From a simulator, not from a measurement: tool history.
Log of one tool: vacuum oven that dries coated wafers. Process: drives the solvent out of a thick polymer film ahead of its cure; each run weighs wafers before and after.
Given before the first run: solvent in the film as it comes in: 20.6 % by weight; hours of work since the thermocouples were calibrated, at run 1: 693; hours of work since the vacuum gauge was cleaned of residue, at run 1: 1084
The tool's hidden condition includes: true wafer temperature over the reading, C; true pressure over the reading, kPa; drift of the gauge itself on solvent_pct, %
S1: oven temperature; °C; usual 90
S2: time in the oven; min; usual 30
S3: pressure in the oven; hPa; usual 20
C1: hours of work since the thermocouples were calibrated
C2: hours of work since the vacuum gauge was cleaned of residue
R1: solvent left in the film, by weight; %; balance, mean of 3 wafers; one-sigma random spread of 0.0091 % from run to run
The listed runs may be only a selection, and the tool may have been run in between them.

Run 1, hour 0: usual settings; C1 693; C2 1084. Result: R1 1.505 %.
Run 2, hour 88.5: usual settings; C1 754; C2 1145. Result: R1 1.512 %.
Run 3, hour 134.9: usual settings; C1 786; C2 1177. Result: R1 1.513 %.
At hour 216.7: oven's thermocouples calibrated.
Run 4, hour 216.7: usual settings; C1 0; C2 1231. Result: R1 1.733 %.
Run 5, hour 257.7: usual settings; C1 28; C2 1260. Result: R1 1.698 %.
Run 6, hour 354.6: usual settings but S2 18 min; C1 95; C2 1326. Result: R1 3.586 %.
Run 7, hour 409.8: usual settings; C1 133; C2 1364. Result: R1 1.713 %.
Run 8, hour 460.4: usual settings; C1 168; C2 1399. Result: R1 1.69 %.
Run 9, hour 537.9: usual settings but S1 103 °C, S2 27 min, S3 17.9 hPa; C1 221; C2 1453. Result: R1 0.615 %.
Run 10, hour 609: usual settings but S1 103 °C, S2 27 min, S3 54.2 hPa; C1 270; C2 1502. Result: R1 1.52 %.

Run 11 has not been measured yet. What should we expect?
Run 11, hour 654.6: usual settings but S1 88 °C, S2 22 min, S3 34 hPa; C1 301; C2 1533. Result: R1 ?.

Run 11 came out at R1 3.601 %.
With no hidden state in the tool, this same run would have given R1 3.621 %.
